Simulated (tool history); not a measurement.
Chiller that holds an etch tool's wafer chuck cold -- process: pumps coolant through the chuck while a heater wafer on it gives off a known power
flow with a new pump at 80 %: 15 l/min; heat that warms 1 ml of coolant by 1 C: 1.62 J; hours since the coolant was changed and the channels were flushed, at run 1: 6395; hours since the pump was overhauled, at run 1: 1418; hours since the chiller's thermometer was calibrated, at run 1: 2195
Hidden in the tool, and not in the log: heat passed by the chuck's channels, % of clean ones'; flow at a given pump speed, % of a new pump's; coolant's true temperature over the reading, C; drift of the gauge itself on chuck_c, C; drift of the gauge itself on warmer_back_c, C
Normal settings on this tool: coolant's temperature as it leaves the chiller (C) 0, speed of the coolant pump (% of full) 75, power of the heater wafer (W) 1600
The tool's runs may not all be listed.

run	hour	coolant's temperature as it leaves the chiller (C)	speed of the coolant pump (% of full)	power of the heater wafer (W)	hours since the coolant was changed and the channels were flushed	hours since the pump was overhauled	hours since the chiller's thermometer was calibrated	chuck's temperature once it has settled (C)	how much warmer the coolant comes back (C)
1	0.0	0	75	1600	6395	1418	2195	14.1	4.21
2	22.7	0	75	1600	6418	1441	2218	13.7	4.26
3	59.7	0	94	1600	6455	1478	2255	11.4	3.26
4	94.6	0	75	2239	6490	1513	2290	19.5	6.01
5	131.3	0	75	1600	6527	1549	2326	13.8	4.29
6	174.5	0	75	1600	6570	1593	2370	13.7	4.31
7	203.7	0	75	1600	6599	1622	2399	13.9	4.36
8	242.9	0	75	1600	6638	1661	2438	14.0	4.34
9	283.9	0	75	1600	6679	1702	2479	14.1	4.34
10	329.2	0	75	1600	6724	1747	2524	13.9	4.34
11	364.3	-5	75	1600	6760	1782	2559	8.8	4.41
12	416.0	-5	75	1600	6811	1834	2611	8.7	4.38
13	460.4	-5	75	1600	6856	1878	2655	8.7	4.40
14	505.1	-5	81	1600	6900	1923	2700	8.0	4.01
15	545.0	-5	81	1600	6940	1963	2740	8.0	4.06
16	580.8	0	75	1297	6976	1999	2776	11.3	3.64
17	601.6	-5	66	1465	6997	2020	2797	9.0	4.69
18	645.9	10	75	1052	7041	2064	2841	19.0	2.99
19	676.2	4	75	1600	7071	2094	2871	18.0	4.49
20	719.5	4	75	1600	7115	2138	2915	17.8	4.47
21	766.2	-9	75	1620	7161	2184	2961	5.0	4.53
22	803.1	6	71	1600	7198	2221	2998	20.6	4.71
23	832.6	6	71	1600	7228	2251	3028	20.4	4.77
24	883.6	2	93	1600	7279	2302	3079	13.7	3.55
25	934.7	2	99	1600	7330	2353	3130	13.3	3.43
26	968.6	3	76	1608	7364	2387	3164	16.8	4.49
27	1015.4	9	88	1827	7411	2433	3210	22.8	4.36
28	1043.7	9	88	1827	7439	2462	3239	23.0	4.42
29	1068.4	9	88	1827	7464	2486	3263	23.0	4.38
30	1098.2	1	86	1768	7493	2516	3293	14.8	4.33
31	1138.0	1	75	1768	7533	2556	3333	16.4	5.02

Measured less the same run without the tool's hidden state. The same run-to-run variation is in both; the gauge's scatter may not be:
run	how much warmer the coolant comes back (C)
1	+0.00
2	+0.01
3	+0.02
4	+0.03
5	+0.04
6	+0.05
7	+0.06
8	+0.08
9	+0.09
10	+0.10
11	+0.11
12	+0.12
13	+0.14
14	+0.15
15	+0.17
16	+0.17
17	+0.19
18	+0.20
19	+0.21
20	+0.22
21	+0.23
22	+0.24
23	+0.26
24	+0.27
25	+0.29
26	+0.30
27	+0.31
28	+0.32
29	+0.33
30	+0.33
31	+0.35
chuck's temperature once it has settled (C): within 0.1 of the measured result in every run.
